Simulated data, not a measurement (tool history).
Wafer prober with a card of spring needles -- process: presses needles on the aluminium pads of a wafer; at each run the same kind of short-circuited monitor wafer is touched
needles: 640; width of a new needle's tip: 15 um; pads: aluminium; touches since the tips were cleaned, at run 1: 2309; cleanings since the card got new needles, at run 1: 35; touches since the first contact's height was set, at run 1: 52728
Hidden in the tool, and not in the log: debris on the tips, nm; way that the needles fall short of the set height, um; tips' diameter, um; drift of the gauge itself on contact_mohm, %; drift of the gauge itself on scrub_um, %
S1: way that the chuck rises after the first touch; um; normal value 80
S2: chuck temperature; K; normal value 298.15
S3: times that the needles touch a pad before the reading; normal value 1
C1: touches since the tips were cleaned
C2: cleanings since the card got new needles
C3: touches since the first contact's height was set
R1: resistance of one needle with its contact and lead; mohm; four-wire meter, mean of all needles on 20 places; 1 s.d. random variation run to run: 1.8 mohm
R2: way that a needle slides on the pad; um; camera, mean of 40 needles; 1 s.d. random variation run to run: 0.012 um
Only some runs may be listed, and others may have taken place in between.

Run 1, day 0.000: usual settings; C1 2309; C2 35; C3 52728. Result: R1 194 mohm, R2 11.87 um.
At day 0.192: tips cleaned on abrasive film.
At day 0.521: tips cleaned on abrasive film.
Run 2, day 0.629: usual settings; C1 1793; C2 37; C3 62817. Result: R1 193 mohm, R2 11.87 um.
At day 0.879: tips cleaned on abrasive film.
Run 3, day 1.142: usual settings; C1 4283; C2 38; C3 71069. Result: R1 197 mohm, R2 11.85 um.
At day 1.217: tips cleaned on abrasive film.
At day 1.571: tips cleaned on abrasive film.
Run 4, day 1.579: usual settings but S2 393.15 K; C1 129; C2 40; C3 78031. Result: R1 203 mohm, R2 11.82 um.
At day 1.838: height of the first contact set anew.
At day 1.900: tips cleaned on abrasive film.
Run 5, day 2.017: usual settings but S1 63 um; C1 1898; C2 41; C3 2854. Result: R1 198 mohm, R2 9.23 um.
At day 2.217: tips cleaned on abrasive film.
At day 2.550: tips cleaned on abrasive film.
At day 2.883: tips cleaned on abrasive film.
Run 6, day 2.883: usual settings but S1 63 um; C1 0; C2 44; C3 16736. Result: R1 190 mohm, R2 9.20 um.
At day 3.212: tips cleaned on abrasive film.
At day 3.562: tips cleaned on abrasive film.
Run 7, day 3.762: usual settings but S2 310.15 K; C1 3218; C2 46; C3 30821. Result: R1 199 mohm, R2 11.72 um.
At day 3.900: tips cleaned on abrasive film.
At day 4.262: tips cleaned on abrasive film.
Run 8, day 4.375: usual settings but S2 309.15 K; C1 1814; C2 48; C3 40653. Result: R1 196 mohm, R2 11.69 um.
At day 4.592: tips cleaned on abrasive film.
At day 4.917: tips cleaned on abrasive film.
Run 9, day 5.171: usual settings but S2 309.15 K; C1 4146; C2 50; C3 53447. Result: R1 199 mohm, R2 11.71 um.
At day 5.233: tips cleaned on abrasive film.
At day 5.562: tips cleaned on abrasive film.
At day 5.917: tips cleaned on abrasive film.
Run 10, day 5.917: usual settings; C1 0; C2 53; C3 65351. Result: R1 185 mohm, R2 11.66 um.
At day 6.246: tips cleaned on abrasive film.
At day 6.604: height of the first contact set anew, once more.
At day 6.608: tips cleaned on abrasive film.
Run 11, day 6.671: usual settings; C1 1031; C2 55; C3 1031. Result: R1 190 mohm, R2 11.90 um.
At day 6.954: tips cleaned on abrasive film.
At day 7.325: tips cleaned on abrasive film.
Run 12, day 7.392: usual settings; C1 1078; C2 57; C3 12582. Result: R1 188 mohm, R2 11.90 um.
At day 7.683: tips cleaned on abrasive film.
At day 8.071: tips cleaned on abrasive film.
Run 13, day 8.138: usual settings; C1 1068; C2 59; C3 24537. Result: R1 189 mohm, R2 11.88 um.
At day 8.408: tips cleaned on abrasive film.
At day 8.742: tips cleaned on abrasive film.
Run 14, day 8.921: usual settings but S3 3; C1 2928; C2 61; C3 37149. Result: R1 189 mohm, R2 11.87 um.
At day 9.062: tips cleaned on abrasive film.
At day 9.379: tips cleaned on abrasive film.
Run 15, day 9.483: usual settings but S3 3; C1 1681; C2 63; C3 46150. Result: R1 185 mohm, R2 11.86 um.
At day 9.712: tips cleaned on abrasive film.
At day 10.058: tips cleaned on abrasive film.
Run 16, day 10.358: usual settings but S2 370.15 K, S3 2; C1 4881; C2 65; C3 60243. Result: R1 207 mohm, R2 11.85 um.
At day 10.412: tips cleaned on abrasive film.
At day 10.775: tips cleaned on abrasive film.
Run 17, day 11.000: usual settings but S2 370.15 K, S3 2; C1 3663; C2 67; C3 70505. Result: R1 203 mohm, R2 11.83 um.
At day 11.117: tips cleaned on abrasive film.
At day 11.438: tips cleaned on abrasive film.
At day 11.742: height of the first contact set anew.
Run 18, day 11.742: usual settings but S2 322.15 K, S3 2; C1 4741; C2 69; C3 17. Result: R1 197 mohm, R2 11.92 um.
At day 11.825: tips cleaned on abrasive film.
At day 12.196: tips cleaned on abrasive film.
Run 19, day 12.479: usual settings but S1 67 um, S2 322.15 K; C1 4555; C2 71; C3 11846. Result: R1 211 mohm, R2 9.98 um.
At day 12.550: tips cleaned on abrasive film.
At day 12.896: tips cleaned on abrasive film.
At day 13.217: tips cleaned on abrasive film.
Run 20, day 13.233: usual settings but S1 62 um, S2 306.15 K, S3 3; C1 250; C2 74; C3 23900. Result: R1 189 mohm, R2 9.22 um.
At day 13.550: tips cleaned on abrasive film.
Run 21, day 13.721: usual settings but S1 74 um, S2 308.15 K, S3 3; C1 2752; C2 75; C3 31768. Result: R1 193 mohm, R2 10.97 um.
At day 13.900: tips cleaned on abrasive film.
At day 14.254: tips cleaned on abrasive film.
At day 14.571: tips cleaned on abrasive film.
Run 22, day 14.571: usual settings but S3 3; C1 0; C2 78; C3 45383. Result: R1 183 mohm, R2 11.88 um.
At day 14.954: tips cleaned on abrasive film.
At day 15.308: tips cleaned on abrasive film.
Run 23, day 15.454: usual settings but S1 75 um, S2 308.15 K, S3 2; C1 2327; C2 80; C3 59551. Result: R1 193 mohm, R2 11.09 um.
At day 15.646: tips cleaned on abrasive film.
Run 24, day 15.867: usual settings but S1 97 um, S2 324.15 K; C1 3621; C2 81; C3 66243. Result: R1 199 mohm, R2 14.36 um.
At day 15.979: tips cleaned on abrasive film.
At day 16.321: tips cleaned on abrasive film.
At day 16.662: tips cleaned on abrasive film.
Run 25, day 16.696: usual settings but S1 97 um, S2 324.15 K; C1 529; C2 84; C3 79454. Result: R1 191 mohm, R2 14.35 um.
At day 16.879: height of the first contact set anew.
At day 17.004: tips cleaned on abrasive film.
At day 17.346: tips cleaned on abrasive film.
Run 26, day 17.571: usual settings but S1 97 um, S2 324.15 K; C1 3658; C2 86; C3 11094. Result: R1 198 mohm, R2 14.46 um.
At day 17.700: tips cleaned on abrasive film.
At day 18.092: tips cleaned on abrasive film.
At day 18.429: tips cleaned on abrasive film.
Run 27, day 18.438: usual settings but S2 311.15 K, S3 3; C1 184; C2 89; C3 24998. Result: R1 188 mohm, R2 11.90 um.
At day 18.779: tips cleaned on abrasive film.
Run 28, day 19.083: usual settings but S2 311.15 K, S3 2; C1 4920; C2 90; C3 35399. Result: R1 195 mohm, R2 11.88 um.
At day 19.133: tips cleaned on abrasive film.
At day 19.500: tips cleaned on abrasive film.
At day 19.838: tips cleaned on abrasive film.
Run 29, day 19.904: usual settings but S1 93 um, S2 312.15 K; C1 1097; C2 93; C3 48520. Result: R1 192 mohm, R2 13.82 um.

Same runs, no hidden state in the tool, same run-to-run variation:
run   R1     R2
  1  184  11.94
  2  184  11.95
  3  182  11.94
  4  201  11.92
  5  184   9.40
  6  186   9.40
  7  186  11.93
  8  186  11.92
  9  185  11.95
 10  184  11.93
 11  182  11.91
 12  181  11.92
 13  182  11.92
 14  184  11.92
 15  182  11.93
 16  198  11.93
 17  196  11.93
 18  188  11.92
 19  192  10.00
 20  186   9.25
 21  188  11.02
 22  183  11.95
 23  185  11.17
 24  188  14.46
 25  187  14.47
 26  188  14.48
 27  186  11.94
 28  186  11.92
 29  186  13.88
